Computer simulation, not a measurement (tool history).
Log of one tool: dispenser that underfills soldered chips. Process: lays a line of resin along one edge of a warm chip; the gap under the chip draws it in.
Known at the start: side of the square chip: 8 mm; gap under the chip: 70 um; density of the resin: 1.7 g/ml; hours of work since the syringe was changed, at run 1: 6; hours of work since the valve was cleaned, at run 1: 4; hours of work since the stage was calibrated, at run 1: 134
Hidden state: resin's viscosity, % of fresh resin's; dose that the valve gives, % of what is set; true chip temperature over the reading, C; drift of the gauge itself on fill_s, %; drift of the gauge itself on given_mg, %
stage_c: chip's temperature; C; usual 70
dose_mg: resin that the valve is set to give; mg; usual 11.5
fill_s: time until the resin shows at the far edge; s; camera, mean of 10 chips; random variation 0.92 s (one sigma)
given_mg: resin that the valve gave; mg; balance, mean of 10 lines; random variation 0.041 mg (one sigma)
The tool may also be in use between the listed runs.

run	hour	stage_c	dose_mg	hours of work since the syringe was changed	hours of work since the valve was cleaned	hours of work since the stage was calibrated	fill_s	given_mg
1	0	70	11.5	6	4	134	140.7	11.49
# hour 2.4: new syringe of resin
2	4.2	70	11.5	1	7	137	96.5	11.46
3	10.5	61	11.5	6	12	142	223.6	11.47
# hour 12.5: new syringe of resin
4	16.1	61	11.5	3	16	146	169.1	11.42
# hour 22.8: new syringe of resin
5	22.8	61	11.5	0	21	151	133.9	11.4
6	28.8	61	14.5	5	26	155	191.6	14.3
# hour 33.2: new syringe of resin
7	33.2	70	14.2	0	29	159	84.3	14.09
8	40	58	14.1	5	34	164	228.7	13.93

Forecast run 9:
# hour 43.5: new syringe of resin
9	43.6	56	10.4	0	37	166	?	?

Run 9 gave fill_s 171.9 s, given_mg 10.25 mg.
Without the tool's hidden state the same run would have given fill_s 174.4 s, given_mg 10.39 mg.
